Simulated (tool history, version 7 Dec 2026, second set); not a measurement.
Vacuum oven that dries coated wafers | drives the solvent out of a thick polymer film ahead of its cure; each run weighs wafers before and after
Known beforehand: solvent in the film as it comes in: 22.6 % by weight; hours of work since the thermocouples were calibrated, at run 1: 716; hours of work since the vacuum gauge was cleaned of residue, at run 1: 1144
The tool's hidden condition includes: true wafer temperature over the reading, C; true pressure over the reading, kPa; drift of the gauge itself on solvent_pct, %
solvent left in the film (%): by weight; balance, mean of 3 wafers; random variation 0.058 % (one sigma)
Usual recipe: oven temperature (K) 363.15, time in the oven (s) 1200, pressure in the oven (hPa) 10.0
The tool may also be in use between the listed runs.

run,hour,oven temperature (K),time in the oven (s),pressure in the oven (hPa),hours of work since the thermocouples were calibrated,hours of work since the vacuum gauge was cleaned of residue,solvent left in the film (%)
1,0.0,363.15,1200,10.0,716,1144,3.56
2,91.9,363.15,1200,8.7,783,1211,3.51
3,160.4,363.15,1200,8.7,833,1261,3.63
4,251.7,363.15,1200,8.7,900,1328,3.65
5,308.9,363.15,1200,24.1,941,1370,4.45
6,412.5,363.15,1200,24.1,1017,1446,4.64
7,517.1,363.15,1200,24.1,1094,1522,4.58
# hour 528.6: vacuum gauge cleaned of residue and calibrated
8,616.9,363.15,1200,10.0,1165,65,3.51
9,670.2,360.15,720,30.0,1204,103,8.52
10,768.6,367.15,720,9.8,1276,175,5.31
# hour 776.8: oven's thermocouples calibrated
11,823.2,378.15,1200,10.0,34,214,0.91
12,903.3,378.15,1200,10.0,93,272,1.00
13,1011.3,378.15,1200,10.0,171,351,0.86
14,1067.9,378.15,1200,10.0,213,393,0.98
15,1170.6,364.15,1500,10.0,288,468,2.48

Each row is a separate what-if for the run after 15, all from the same tool condition, not one after another. Results?
# hour 1189.7: oven's thermocouples calibrated, once more
A,1223.3,364.15,900,10.0,25,505,?
# hour 1189.7: oven's thermocouples calibrated, once more
B,1223.3,358.15,1080,30.0,25,505,?
# hour 1189.7: oven's thermocouples calibrated, once more
C,1223.3,354.15,720,36.8,25,505,?

run,solvent left in the film (%)
A,4.42
B,6.26
C,10.66
With the hidden condition removed and each run's random variation left untouched, the same runs would have given:
run,solvent left in the film (%)
A,4.30
B,6.12
C,10.52

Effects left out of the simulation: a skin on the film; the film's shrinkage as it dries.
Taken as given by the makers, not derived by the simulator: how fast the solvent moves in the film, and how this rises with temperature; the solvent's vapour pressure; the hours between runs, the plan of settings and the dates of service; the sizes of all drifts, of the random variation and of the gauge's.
